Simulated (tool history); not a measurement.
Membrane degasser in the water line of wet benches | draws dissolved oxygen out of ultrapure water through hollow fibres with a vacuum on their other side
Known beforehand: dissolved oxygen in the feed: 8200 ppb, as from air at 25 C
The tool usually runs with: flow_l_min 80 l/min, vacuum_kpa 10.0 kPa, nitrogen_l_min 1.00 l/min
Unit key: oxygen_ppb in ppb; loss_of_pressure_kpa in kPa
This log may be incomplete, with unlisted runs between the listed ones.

run,hour,flow_l_min,vacuum_kpa,nitrogen_l_min,oxygen_ppb,loss_of_pressure_kpa
1,0.0,80,10.0,1.00,850.3,51.13
2,46.7,80,10.0,1.00,844.8,50.68
3,90.9,80,10.0,1.00,846.7,50.94
4,117.0,80,10.0,1.00,844.5,51.34
5,160.7,80,10.0,1.00,849.6,50.81
6,200.2,87,10.0,1.00,901.8,55.07
7,241.8,88,6.0,1.00,395.9,55.79
8,274.6,100,9.8,1.46,750.8,63.58
# hour 280.4: vacuum gauge calibrated
9,302.7,58,6.9,1.00,384.2,36.69
10,343.2,58,6.9,1.00,384.7,37.08
11,402.8,79,10.0,1.96,525.8,50.34
12,433.0,80,10.0,2.06,516.9,51.07

What if the next run were any one of these 4? Each begins from the tool's condition after run 12:
A,475.6,80,10.0,1.25,?,?
B,475.6,80,16.0,0.88,?,?
C,475.6,80,11.3,1.00,?,?
D,475.6,70,11.1,1.00,?,?

run,oxygen_ppb,loss_of_pressure_kpa
A,736.8,51.16
B,1615.6,51.01
C,993.5,50.99
D,888.8,44.51
Without the tool's unlogged condition, the same runs would have read:
run,oxygen_ppb,loss_of_pressure_kpa
A,735.0,50.08
B,1616.6,49.94
C,992.7,49.92
D,887.8,43.58
